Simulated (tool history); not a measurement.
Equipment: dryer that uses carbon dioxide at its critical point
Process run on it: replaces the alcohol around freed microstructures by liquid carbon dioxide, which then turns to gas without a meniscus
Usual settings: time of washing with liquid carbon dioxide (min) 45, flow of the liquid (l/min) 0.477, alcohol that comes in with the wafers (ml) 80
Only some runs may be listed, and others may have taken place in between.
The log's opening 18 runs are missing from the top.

run	hour	time of washing with liquid carbon dioxide (min)	flow of the liquid (l/min)	alcohol that comes in with the wafers (ml)	hours of work since the filter was changed	hours of work since the purifier's bed was changed	alcohol left in the vessel before it's heated (ppm by volume)
19	115.4	34	0.741	26	341	66	71
20	120	28	0.499	26	343	68	405
21	128.4	49	0.408	80	346	71	339
22	137.3	49	0.437	95	349	74	316
23	146.2	34	0.477	44	352	77	424
24	151.8	46	0.69	68	354	79	52
25	156	46	0.69	68	355	80	51
26	161.3	46	0.487	90	357	82	265
27	170.1	46	0.487	74	360	85	214
# hour 176.4: inlet filter changed
28	178.6	40	0.402	112	1	88	548
29	182.9	51	0.655	31	2	89	19
30	191.8	72	0.703	22	5	92	18
31	196.1	72	0.703	22	7	94	27
32	200.4	33	0.354	22	8	95	334
33	209	29	0.413	27	11	98	386
34	218.7	45	0.599	98	15	102	65
35	225.8	45	0.686	111	17	104	44
36	233.2	45	0.591	111	20	107	74
37	237.9	45	0.591	111	21	108	75
38	245.8	29	0.297	36	24	111	1085

Branching from run 38: 4 alternative next runs. What would each branch give?
A	252.4	27	0.297	54	26	113	?
B	252.4	31	0.297	36	26	113	?
C	252.4	45	0.495	80	26	113	?
D	252.4	33	0.767	52	26	113	?

run	alcohol left in the vessel before it's heated (ppm by volume)
A	1859
B	970
C	114
D	57
With no hidden state in the tool, these same runs would have given:
run	alcohol left in the vessel before it's heated (ppm by volume)
A	1779
B	913
C	85
D	32

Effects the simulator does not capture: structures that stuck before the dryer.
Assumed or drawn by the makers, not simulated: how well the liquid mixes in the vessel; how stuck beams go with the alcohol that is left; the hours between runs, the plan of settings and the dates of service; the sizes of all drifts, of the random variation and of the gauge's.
